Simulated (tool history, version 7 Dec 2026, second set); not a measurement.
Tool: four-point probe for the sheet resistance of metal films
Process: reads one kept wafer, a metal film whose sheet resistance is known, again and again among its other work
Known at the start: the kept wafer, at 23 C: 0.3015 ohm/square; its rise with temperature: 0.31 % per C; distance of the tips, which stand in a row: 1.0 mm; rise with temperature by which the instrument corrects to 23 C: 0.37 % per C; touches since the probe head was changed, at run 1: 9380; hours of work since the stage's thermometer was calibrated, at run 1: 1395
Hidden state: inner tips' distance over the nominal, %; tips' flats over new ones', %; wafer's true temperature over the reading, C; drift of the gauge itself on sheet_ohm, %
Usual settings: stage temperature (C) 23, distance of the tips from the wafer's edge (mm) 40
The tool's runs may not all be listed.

run	day	stage temperature (C)	distance of the tips from the wafer's edge (mm)	touches since the probe head was changed	hours of work since the stage's thermometer was calibrated	sheet resistance as the instrument gives it (ohm/square)
1	0.000	23	40	9380	1395	0.304397
2	3.025	23	40	10991	1434	0.304343
# day 4.050: stage's thermometer calibrated
3	4.888	23	40	11969	11	0.304148
4	6.267	23	40	12703	28	0.304260
5	9.142	23	40	14234	65	0.304053
6	12.088	23	40	15802	103	0.304048
7	14.962	23	40	17332	140	0.304065
8	17.121	23	40	18480	168	0.304191
9	18.950	23	37	19453	191	0.303950
10	21.183	28	40	20641	220	0.303104
11	23.196	28	40	21712	246	0.303039
12	25.300	23	40	22831	273	0.303999
13	27.583	24	40	24047	302	0.303634
14	29.158	23	40	24884	322	0.303871
15	31.962	23	40	26377	358	0.303941
16	34.512	23	6	27734	391	0.308119
17	37.629	23	6	29392	431	0.308216
18	39.625	23	6	30454	457	0.308249
19	41.100	23	7	31239	476	0.306925
20	43.250	23	7	32384	503	0.306929
21	45.804	23	7	33742	536	0.306932
22	48.221	23	7	35030	567	0.306918
23	50.892	23	7	36450	602	0.306851
24	53.421	23	7	37795	634	0.306898
25	55.642	26	40	38977	663	0.303086
26	58.046	23	19	40257	694	0.303985
27	60.108	28	13	41354	720	0.303502
28	62.479	30	12	42616	750	0.303443
29	65.729	33	68	44344	792	0.301633
30	68.221	23	33	45670	824	0.303470
31	70.054	23	33	46647	848	0.303499
32	71.579	31	6	47458	867	0.306454
33	73.529	31	6	48496	892	0.306217
34	75.379	23	65	49480	916	0.303310
35	78.188	19	64	50975	952	0.304166
36	80.825	25	33	52377	986	0.303023
37	82.304	25	33	53166	1005	0.303018
38	84.721	25	33	54451	1036	0.302982
39	86.158	25	33	55216	1055	0.302940
40	88.204	18	10	56306	1081	0.305673
41	90.125	31	6	57326	1106	0.306106
42	93.325	22	74	59029	1147	0.303412
43	95.471	22	74	60170	1174	0.303375
44	96.867	18	3	60915	1192	0.321116
45	98.521	28	3	61793	1213	0.319122

How the hidden state differs across the entries between the runs, from the last listed run before each to the first after it:
Between runs 2 and 3: stage's thermometer calibrated (day 4.050)
  inner tips' distance over the nominal, %: 0.798 -> 0.791; wafer's true temperature over the reading, C: 0.16 -> -0.02
  measured less the result without the state, sheet resistance as the instrument gives it (ohm/square): +0.002756 -> +0.002569
